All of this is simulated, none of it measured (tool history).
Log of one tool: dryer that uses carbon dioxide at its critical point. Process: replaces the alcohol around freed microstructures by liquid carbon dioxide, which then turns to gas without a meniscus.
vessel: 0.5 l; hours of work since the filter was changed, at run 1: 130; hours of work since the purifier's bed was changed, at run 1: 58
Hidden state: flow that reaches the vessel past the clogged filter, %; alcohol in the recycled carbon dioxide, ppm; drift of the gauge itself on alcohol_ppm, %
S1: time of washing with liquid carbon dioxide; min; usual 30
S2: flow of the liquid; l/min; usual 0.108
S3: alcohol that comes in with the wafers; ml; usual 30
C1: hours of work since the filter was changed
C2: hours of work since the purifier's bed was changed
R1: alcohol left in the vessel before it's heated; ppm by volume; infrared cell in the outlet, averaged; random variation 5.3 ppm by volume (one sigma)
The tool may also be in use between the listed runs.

run	day	S1	S2	S3	C1	C2	R1
1	0	30	0.108	30	130	58	160
2	0.354	30	0.108	30	135	63	173
3	0.783	30	0.108	30	141	68	180
4	1.217	30	0.108	86	147	74	464
5	1.475	30	0.108	25	150	78	147
6	1.808	30	0.108	30	154	82	177
7	2.312	30	0.108	80	161	89	436
8	2.8	30	0.108	80	167	95	458
9	3.033	30	0.108	80	171	98	475
10	3.267	30	0.108	80	174	101	471
11	3.546	30	0.108	80	177	105	468
12	3.783	30	0.108	80	180	108	462
13	4.221	30	0.108	30	186	114	202
14	4.504	30	0.108	30	190	118	201
15	4.992	30	0.09	30	196	124	526
16	5.367	30	0.09	30	201	129	525
17	5.871	30	0.108	72	208	136	459
18	6.333	30	0.108	31	214	142	230
19	6.712	19	0.108	30	219	147	1541
20	7.125	30	0.108	30	225	152	237
21	7.388	30	0.108	30	228	156	240
22	7.867	30	0.108	30	234	162	236
23	8.088	30	0.15	30	237	165	59
24	8.383	30	0.15	30	241	169	55
25	8.704	42	0.108	30	246	173	62
26	9.079	43	0.108	30	251	178	64
27	9.296	43	0.108	30	253	181	65
28	9.638	46	0.079	30	258	186	158
29	10.021	19	0.073	53	263	191	9848
30	10.529	30	0.152	30	270	197	68
31	11.017	30	0.152	30	276	204	73
32	11.408	30	0.152	87	281	209	108
33	11.846	30	0.152	87	287	215	103
34	12.125	29	0.08	89	291	218	3468
35	12.379	21	0.099	78	294	222	4395
36	12.762	19	0.099	111	299	227	8893
37	13.188	18	0.124	27	305	233	1223
38	13.662	21	0.073	30	311	239	4784
39	14.146	21	0.073	30	318	245	4846
40	14.633	21	0.073	27	324	252	4331
41	14.996	29	0.108	98	329	256	1011

Run 42 comes next. What will it give?
42	15.479	33	0.091	27	335	263	?

{"run 42": {"R1": 437}}
Without the tool's hidden state the same run would have given R1 175 ppm by volume.
